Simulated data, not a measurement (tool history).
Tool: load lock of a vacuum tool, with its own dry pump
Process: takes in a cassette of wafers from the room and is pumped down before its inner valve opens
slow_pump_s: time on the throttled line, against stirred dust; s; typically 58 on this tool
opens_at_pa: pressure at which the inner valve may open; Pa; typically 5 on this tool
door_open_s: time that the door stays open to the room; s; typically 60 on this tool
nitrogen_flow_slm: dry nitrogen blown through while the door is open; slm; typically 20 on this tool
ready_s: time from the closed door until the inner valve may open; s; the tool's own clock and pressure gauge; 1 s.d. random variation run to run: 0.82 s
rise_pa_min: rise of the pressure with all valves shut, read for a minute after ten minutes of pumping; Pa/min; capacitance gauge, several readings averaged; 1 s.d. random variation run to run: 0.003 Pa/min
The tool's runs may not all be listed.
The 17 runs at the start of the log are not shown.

| run | day | slow_pump_s | opens_at_pa | door_open_s | nitrogen_flow_slm | hours that the pump has run since its overhaul | times that the door has closed on its seal | incoming humidity of the room's air, % | ready_s | rise_pa_min |
|---|---|---|---|---|---|---|---|---|---|---|
| 18 | 148.708 | 58 | 4 | 60 | 20 | 12468 | 21756 | 43.0 | 139.9 | 0.100 |
| 19 | 157.329 | 86 | 4 | 60 | 20 | 12675 | 22144 | 43.3 | 160.6 | 0.100 |
| 20 | 165.496 | 60 | 4 | 60 | 39 | 12871 | 22512 | 46.0 | 142.4 | 0.097 |
| 21 | 174.300 | 58 | 6 | 60 | 20 | 13082 | 22909 | 45.7 | 138.3 | 0.108 |
| 22 | 183.458 | 32 | 6 | 60 | 22 | 13302 | 23321 | 47.8 | 119.3 | 0.108 |
| 23 | 194.296 | 32 | 6 | 60 | 22 | 13562 | 23809 | 40.1 | 117.9 | 0.108 |
| 24 | 205.938 | 32 | 8 | 60 | 8 | 13842 | 24334 | 43.9 | 116.1 | 0.121 |
| 25 | 215.983 | 32 | 8 | 95 | 8 | 14083 | 24786 | 45.2 | 116.3 | 0.143 |
| 26 | 226.200 | 73 | 5 | 60 | 20 | 14328 | 25246 | 44.0 | 150.3 | 0.117 |
| 27 | 232.896 | 73 | 5 | 60 | 20 | 14489 | 25548 | 46.1 | 151.2 | 0.120 |
| 28 | 242.396 | 82 | 8 | 80 | 7 | 14717 | 25976 | 44.1 | 154.1 | 0.138 |

Run 29 is up next; what results do you expect?
| 29 | 249.712 | 82 | 8 | 80 | 7 | 14892 | 26305 | 46.4 | ? | ? |

For run 29 the tool returned ready_s 153.2 s, rise_pa_min 0.145 Pa/min.
Minus the tool's unlogged condition, the same run would have read ready_s 141.8 s, rise_pa_min 0.061 Pa/min.

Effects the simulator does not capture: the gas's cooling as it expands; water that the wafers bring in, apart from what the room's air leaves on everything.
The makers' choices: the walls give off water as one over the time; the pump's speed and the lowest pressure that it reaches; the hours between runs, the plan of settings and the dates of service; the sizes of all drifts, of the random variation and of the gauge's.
